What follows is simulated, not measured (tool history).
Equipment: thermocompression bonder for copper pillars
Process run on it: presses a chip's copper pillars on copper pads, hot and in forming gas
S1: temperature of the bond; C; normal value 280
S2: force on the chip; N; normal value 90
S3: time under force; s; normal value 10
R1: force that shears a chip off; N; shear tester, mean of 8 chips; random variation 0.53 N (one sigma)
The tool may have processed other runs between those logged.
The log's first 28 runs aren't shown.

run,hour,S1,S2,S3,R1
29,1256.1,297,107,8,79.6
30,1302.7,280,114,19,85.1
31,1367.7,290,90,7,66.9
32,1417.8,290,90,7,66.8
33,1464.2,261,130,5,55.4
34,1520.4,255,108,28,72.9
35,1547.1,289,69,18,70.7
36,1577,306,58,20,76.9
# hour 1623.9: forming gas filter changed
37,1641.7,306,58,20,83
38,1688.2,306,58,20,82.6
39,1739.1,272,128,23,89

Consider 3 possible next runs. They are alternatives, not a sequence: every one starts from the tool as it was left by run 39. What does each give?
A,1802.7,258,82,21,?
B,1802.7,299,73,25,?
C,1802.7,280,90,10,?

run,R1
A,64.6
B,87
C,69.3
What these runs would have given with no unlogged condition in the tool:
run,R1
A,64.1
B,88.4
C,69.4

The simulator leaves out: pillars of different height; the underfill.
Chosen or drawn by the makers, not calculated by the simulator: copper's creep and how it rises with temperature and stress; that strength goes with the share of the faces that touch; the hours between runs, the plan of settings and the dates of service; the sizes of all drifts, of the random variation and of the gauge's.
